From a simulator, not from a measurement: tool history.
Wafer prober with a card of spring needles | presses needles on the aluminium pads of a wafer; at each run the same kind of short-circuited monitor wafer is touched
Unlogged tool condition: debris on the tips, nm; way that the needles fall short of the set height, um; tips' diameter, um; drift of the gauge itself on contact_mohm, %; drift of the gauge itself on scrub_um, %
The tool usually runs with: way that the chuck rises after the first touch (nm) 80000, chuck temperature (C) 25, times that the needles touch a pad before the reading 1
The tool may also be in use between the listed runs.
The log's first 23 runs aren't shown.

run	day	way that the chuck rises after the first touch (nm)	chuck temperature (C)	times that the needles touch a pad before the reading	touches since the tips were cleaned	cleanings since the card got new needles	touches since the first contact's height was set	resistance of one needle with its contact and lead (mohm)	way that a needle slides on the pad (nm)
# day 8.35: tips cleaned on abrasive film
24	8.562	98000	57	2	2884	63	75339	162	18170
# day 8.617: tips cleaned on abrasive film
25	8.833	70000	57	3	2956	64	78933	165	12860
# day 8.908: tips cleaned on abrasive film
26	9.117	100000	52	2	2809	65	82687	160	18630
# day 9.167: tips cleaned on abrasive film
# day 9.433: tips cleaned on abrasive film
27	9.512	100000	52	2	1091	67	87887	156	18560
# day 9.7: tips cleaned on abrasive film
# day 9.954: tips cleaned on abrasive film
28	9.996	70000	89	2	560	69	94292	166	12840
# day 10.221: tips cleaned on abrasive film
29	10.229	80000	28	1	125	70	97388	149	14740
# day 10.5: tips cleaned on abrasive film
30	10.5	80000	28	1	0	71	100938	151	14690
# day 10.779: tips cleaned on abrasive film
31	11.004	80000	28	1	2991	72	107658	172	14710

5 ways to go on from here, each from the tool as it stands after run 31. What would each give?
# day 11.075: tips cleaned on abrasive film
# day 11.346: tips cleaned on abrasive film
A	11.346	80000	25	3	0	74	112166	?	?
# day 11.075: tips cleaned on abrasive film
# day 11.346: tips cleaned on abrasive film
B	11.346	85000	99	1	0	74	112166	?	?
# day 11.075: tips cleaned on abrasive film
# day 11.346: tips cleaned on abrasive film
C	11.346	65000	123	1	0	74	112166	?	?
# day 11.075: tips cleaned on abrasive film
# day 11.346: tips cleaned on abrasive film
D	11.346	80000	42	2	0	74	112166	?	?
# day 11.075: tips cleaned on abrasive film
# day 11.346: tips cleaned on abrasive film
E	11.346	62000	28	2	0	74	112166	?	?

run	resistance of one needle with its contact and lead (mohm)	way that a needle slides on the pad (nm)
A	145	14580
B	159	15530
C	166	11810
D	149	14650
E	151	11240
Take away the tool's hidden state, keep each run's random variation, and the runs would have read:
run	resistance of one needle with its contact and lead (mohm)	way that a needle slides on the pad (nm)
A	144	15110
B	159	16060
C	163	12340
D	148	15180
E	149	11770

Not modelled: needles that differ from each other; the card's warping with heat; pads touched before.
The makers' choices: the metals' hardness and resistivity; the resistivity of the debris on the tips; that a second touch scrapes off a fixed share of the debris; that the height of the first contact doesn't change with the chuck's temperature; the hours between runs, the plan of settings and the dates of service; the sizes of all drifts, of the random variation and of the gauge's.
